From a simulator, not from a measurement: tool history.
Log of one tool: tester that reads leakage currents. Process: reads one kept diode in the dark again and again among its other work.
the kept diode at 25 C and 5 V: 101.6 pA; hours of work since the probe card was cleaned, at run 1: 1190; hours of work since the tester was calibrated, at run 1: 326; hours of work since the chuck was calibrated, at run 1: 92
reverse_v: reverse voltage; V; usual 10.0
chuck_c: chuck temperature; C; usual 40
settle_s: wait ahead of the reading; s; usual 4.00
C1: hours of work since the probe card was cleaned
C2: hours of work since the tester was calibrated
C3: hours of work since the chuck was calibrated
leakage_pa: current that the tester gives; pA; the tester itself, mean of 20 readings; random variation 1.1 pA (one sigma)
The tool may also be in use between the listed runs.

{"run": 1, "day": 0.0, "reverse_v": 10.0, "chuck_c": 40, "settle_s": 4.0, "C1": 1190, "C2": 326, "C3": 92, "leakage_pa": 369.44}
{"run": 2, "day": 0.967, "reverse_v": 10.0, "chuck_c": 40, "settle_s": 4.0, "C1": 1204, "C2": 340, "C3": 105, "leakage_pa": 369.01}
{"run": 3, "day": 1.992, "reverse_v": 10.0, "chuck_c": 40, "settle_s": 4.0, "C1": 1218, "C2": 354, "C3": 119, "leakage_pa": 368.04}
{"run": 4, "day": 3.475, "reverse_v": 10.0, "chuck_c": 40, "settle_s": 4.0, "C1": 1238, "C2": 375, "C3": 140, "leakage_pa": 365.34}
{"run": 5, "day": 4.929, "reverse_v": 10.0, "chuck_c": 40, "settle_s": 4.0, "C1": 1259, "C2": 395, "C3": 160, "leakage_pa": 364.09}
{"run": 6, "day": 6.788, "reverse_v": 10.0, "chuck_c": 40, "settle_s": 4.0, "C1": 1284, "C2": 420, "C3": 185, "leakage_pa": 363.02}
{"run": 7, "day": 8.071, "reverse_v": 10.0, "chuck_c": 40, "settle_s": 4.0, "C1": 1302, "C2": 438, "C3": 203, "leakage_pa": 363.11}
{"run": 8, "day": 9.012, "reverse_v": 10.0, "chuck_c": 21, "settle_s": 4.0, "C1": 1315, "C2": 451, "C3": 216, "leakage_pa": 109.75}
{"day": 10.608, "done": "probe card cleaned and baked"}
{"run": 9, "day": 11.175, "reverse_v": 10.0, "chuck_c": 21, "settle_s": 4.0, "C1": 8, "C2": 479, "C3": 244, "leakage_pa": 87.15}
{"run": 10, "day": 12.767, "reverse_v": 11.9, "chuck_c": 40, "settle_s": 4.0, "C1": 30, "C2": 501, "C3": 266, "leakage_pa": 355.27}
{"run": 11, "day": 14.642, "reverse_v": 10.0, "chuck_c": 40, "settle_s": 4.0, "C1": 56, "C2": 527, "C3": 292, "leakage_pa": 334.08}
{"run": 12, "day": 15.708, "reverse_v": 10.0, "chuck_c": 40, "settle_s": 4.0, "C1": 71, "C2": 542, "C3": 307, "leakage_pa": 334.75}
{"run": 13, "day": 16.779, "reverse_v": 10.0, "chuck_c": 40, "settle_s": 4.0, "C1": 85, "C2": 557, "C3": 322, "leakage_pa": 334.03}
{"run": 14, "day": 18.671, "reverse_v": 10.0, "chuck_c": 40, "settle_s": 4.0, "C1": 112, "C2": 583, "C3": 348, "leakage_pa": 331.1}
{"run": 15, "day": 20.417, "reverse_v": 10.0, "chuck_c": 40, "settle_s": 4.0, "C1": 136, "C2": 607, "C3": 372, "leakage_pa": 331.79}
{"run": 16, "day": 22.075, "reverse_v": 10.0, "chuck_c": 40, "settle_s": 4.0, "C1": 159, "C2": 630, "C3": 395, "leakage_pa": 329.07}
{"run": 17, "day": 24.071, "reverse_v": 10.0, "chuck_c": 40, "settle_s": 4.0, "C1": 186, "C2": 658, "C3": 423, "leakage_pa": 327.36}
{"run": 18, "day": 25.862, "reverse_v": 10.0, "chuck_c": 40, "settle_s": 4.0, "C1": 211, "C2": 683, "C3": 448, "leakage_pa": 326.0}
{"run": 19, "day": 26.942, "reverse_v": 10.0, "chuck_c": 40, "settle_s": 4.0, "C1": 226, "C2": 698, "C3": 463, "leakage_pa": 324.72}
{"run": 20, "day": 28.388, "reverse_v": 19.3, "chuck_c": 40, "settle_s": 4.0, "C1": 246, "C2": 718, "C3": 483, "leakage_pa": 398.64}
{"run": 21, "day": 29.396, "reverse_v": 10.0, "chuck_c": 56, "settle_s": 1.31, "C1": 260, "C2": 732, "C3": 497, "leakage_pa": 890.86}
{"run": 22, "day": 30.346, "reverse_v": 1.8, "chuck_c": 29, "settle_s": 4.0, "C1": 273, "C2": 745, "C3": 510, "leakage_pa": 88.89}
{"run": 23, "day": 31.783, "reverse_v": 1.8, "chuck_c": 29, "settle_s": 4.56, "C1": 293, "C2": 765, "C3": 530, "leakage_pa": 87.88}
{"run": 24, "day": 32.846, "reverse_v": 1.8, "chuck_c": 29, "settle_s": 4.56, "C1": 308, "C2": 779, "C3": 544, "leakage_pa": 87.87}
{"run": 25, "day": 35.029, "reverse_v": 1.6, "chuck_c": 40, "settle_s": 0.79, "C1": 338, "C2": 810, "C3": 575, "leakage_pa": 181.64}
{"day": 35.221, "done": "chuck's temperature calibrated"}
{"run": 26, "day": 36.375, "reverse_v": 1.6, "chuck_c": 40, "settle_s": 0.79, "C1": 355, "C2": 827, "C3": 16, "leakage_pa": 178.26}
{"run": 27, "day": 38.512, "reverse_v": 2.6, "chuck_c": 21, "settle_s": 1.25, "C1": 385, "C2": 857, "C3": 46, "leakage_pa": 53.53}
{"run": 28, "day": 40.554, "reverse_v": 16.8, "chuck_c": 21, "settle_s": 0.46, "C1": 413, "C2": 885, "C3": 74, "leakage_pa": 103.98}
{"run": 29, "day": 42.15, "reverse_v": 10.0, "chuck_c": 40, "settle_s": 1.37, "C1": 435, "C2": 907, "C3": 96, "leakage_pa": 308.47}
{"run": 30, "day": 43.604, "reverse_v": 4.6, "chuck_c": 46, "settle_s": 6.71, "C1": 456, "C2": 927, "C3": 116, "leakage_pa": 355.95}
{"run": 31, "day": 45.404, "reverse_v": 1.3, "chuck_c": 58, "settle_s": 4.0, "C1": 480, "C2": 952, "C3": 141, "leakage_pa": 508.55}
{"day": 45.654, "done": "chuck's temperature calibrated, once more"}
{"run": 32, "day": 47.221, "reverse_v": 8.6, "chuck_c": 34, "settle_s": 4.0, "C1": 504, "C2": 976, "C3": 22, "leakage_pa": 233.01}
{"run": 33, "day": 48.842, "reverse_v": 8.6, "chuck_c": 34, "settle_s": 4.0, "C1": 527, "C2": 998, "C3": 44, "leakage_pa": 232.78}
{"run": 34, "day": 49.9, "reverse_v": 8.6, "chuck_c": 34, "settle_s": 4.0, "C1": 542, "C2": 1013, "C3": 59, "leakage_pa": 231.79}
{"run": 35, "day": 51.267, "reverse_v": 8.6, "chuck_c": 34, "settle_s": 4.0, "C1": 560, "C2": 1032, "C3": 78, "leakage_pa": 229.67}
{"run": 36, "day": 53.45, "reverse_v": 9.8, "chuck_c": 43, "settle_s": 4.0, "C1": 591, "C2": 1062, "C3": 108, "leakage_pa": 431.94}
{"run": 37, "day": 54.354, "reverse_v": 1.5, "chuck_c": 43, "settle_s": 4.0, "C1": 603, "C2": 1075, "C3": 120, "leakage_pa": 240.94}
{"run": 38, "day": 55.554, "reverse_v": 1.2, "chuck_c": 26, "settle_s": 4.0, "C1": 620, "C2": 1091, "C3": 137, "leakage_pa": 69.51}
{"run": 39, "day": 57.296, "reverse_v": 6.0, "chuck_c": 36, "settle_s": 0.48, "C1": 644, "C2": 1115, "C3": 161, "leakage_pa": 231.42}
{"run": 40, "day": 59.408, "reverse_v": 3.5, "chuck_c": 57, "settle_s": 1.1, "C1": 673, "C2": 1145, "C3": 190, "leakage_pa": 729.91}

Hidden state or all else? Some run-to-run changes of leakage_pa, split into what the settings, what came in and random variation would give without the hidden state, and what is left for the hidden state (with any gauge scatter that isn't in both results):
The hidden state here: stray current of the dirty probe card, pA a volt; current scale over the true one, %; true chuck temperature over the reading, C; drift of the gauge itself on leakage_pa, %.
Run 20 -> 21: reverse_v 19.3 -> 10.0, chuck_c 40 -> 56, settle_s 4.00 -> 1.31. leakage_pa +492.22 pA: hidden state -54.58, all else +546.80.
Run 21 -> 22: reverse_v 10.0 -> 1.8, chuck_c 56 -> 29, settle_s 1.31 -> 4.00. leakage_pa -801.97 pA: hidden state +81.76, all else -883.73.
Run 31 -> 32: reverse_v 1.3 -> 8.6, chuck_c 58 -> 34, chuck's temperature calibrated, once more. leakage_pa -275.54 pA: hidden state +94.20, all else -369.74.
Run 39 -> 40: reverse_v 6.0 -> 3.5, chuck_c 36 -> 57, settle_s 0.48 -> 1.10. leakage_pa +498.49 pA: hidden state -23.01, all else +521.50.

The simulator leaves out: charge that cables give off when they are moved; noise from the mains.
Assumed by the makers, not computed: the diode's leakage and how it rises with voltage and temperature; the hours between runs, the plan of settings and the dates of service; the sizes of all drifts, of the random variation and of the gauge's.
